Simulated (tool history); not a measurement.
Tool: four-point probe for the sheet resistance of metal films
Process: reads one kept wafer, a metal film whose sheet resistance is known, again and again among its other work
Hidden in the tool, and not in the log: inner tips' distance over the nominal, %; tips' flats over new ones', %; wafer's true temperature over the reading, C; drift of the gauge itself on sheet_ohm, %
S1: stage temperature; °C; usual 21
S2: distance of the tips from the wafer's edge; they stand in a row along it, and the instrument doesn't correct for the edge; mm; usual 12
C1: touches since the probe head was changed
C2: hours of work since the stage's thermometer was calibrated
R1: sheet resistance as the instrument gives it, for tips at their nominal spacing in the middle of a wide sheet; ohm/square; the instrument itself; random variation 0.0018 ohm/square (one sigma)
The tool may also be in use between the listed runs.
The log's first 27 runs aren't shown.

Run 28, day 42.071: usual settings but S1 28 °C, S2 7 mm; C1 92502; C2 1396. Result: R1 9.192541 ohm/square.
Run 29, day 43.238: usual settings but S1 29 °C, S2 6 mm; C1 93904; C2 1414. Result: R1 9.200291 ohm/square.
Run 30, day 45.004: usual settings but S1 19 °C, S2 6 mm; C1 96033; C2 1440. Result: R1 9.218095 ohm/square.
Run 31, day 46.212: usual settings but S1 29 °C, S2 10 mm; C1 97487; C2 1458. Result: R1 9.175069 ohm/square.
Run 32, day 47.729: usual settings but S2 6 mm; C1 99314; C2 1480. Result: R1 9.213687 ohm/square.
Run 33, day 49.746: usual settings but S1 26 °C, S2 75 mm; C1 101744; C2 1510. Result: R1 9.165023 ohm/square.
Run 34, day 51.838: usual settings but S1 25 °C, S2 68 mm; C1 104265; C2 1541. Result: R1 9.165249 ohm/square.
Run 35, day 53.162: usual settings but S1 20 °C; C1 105859; C2 1560. Result: R1 9.186002 ohm/square.
Run 36, day 54.625: usual settings but S1 23 °C, S2 34 mm; C1 107620; C2 1582. Result: R1 9.168218 ohm/square.
Run 37, day 56.596: usual settings but S1 25 °C, S2 9 mm; C1 109992; C2 1611. Result: R1 9.179649 ohm/square.
At day 57.029: new probe head fitted.
Run 38, day 58.358: usual settings but S1 25 °C, S2 30 mm; C1 1598; C2 1637. Result: R1 9.165484 ohm/square.
Run 39, day 59.438: usual settings but S1 25 °C, S2 30 mm; C1 2900; C2 1653. Result: R1 9.164907 ohm/square.
Run 40, day 60.550: usual settings but S1 30 °C, S2 20 mm; C1 4237; C2 1669. Result: R1 9.156507 ohm/square.
Run 41, day 62.075: usual settings but S1 30 °C, S2 20 mm; C1 6073; C2 1692. Result: R1 9.153987 ohm/square.
Run 42, day 63.488: usual settings but S1 27 °C, S2 25 mm; C1 7775; C2 1712. Result: R1 9.158890 ohm/square.
Run 43, day 65.025: usual settings but S1 27 °C; C1 9627; C2 1735. Result: R1 9.164730 ohm/square.
Run 44, day 66.892: usual settings but S1 34 °C, S2 6 mm; C1 11875; C2 1763. Result: R1 9.175943 ohm/square.

4 ways to go on from here, each from the tool as it stands after run 44. What would each give?
Run A, day 68.871: usual settings but S1 34 °C, S2 30 mm; C1 14256; C2 1792. Result: R1 ?.
Run B, day 68.871: usual settings but S1 31 °C, S2 10 mm; C1 14256; C2 1792. Result: R1 ?.
Run C, day 68.871: usual settings but S1 30 °C, S2 36 mm; C1 14256; C2 1792. Result: R1 ?.
Run D, day 68.871: usual settings but S1 34 °C, S2 15 mm; C1 14256; C2 1792. Result: R1 ?.

run        R1
  A  9.141682
  B  9.156077
  C  9.149675
  D  9.147420
Without the tool's hidden state the same runs would have given:
run        R1
  A  9.142107
  B  9.156381
  C  9.149940
  D  9.147844
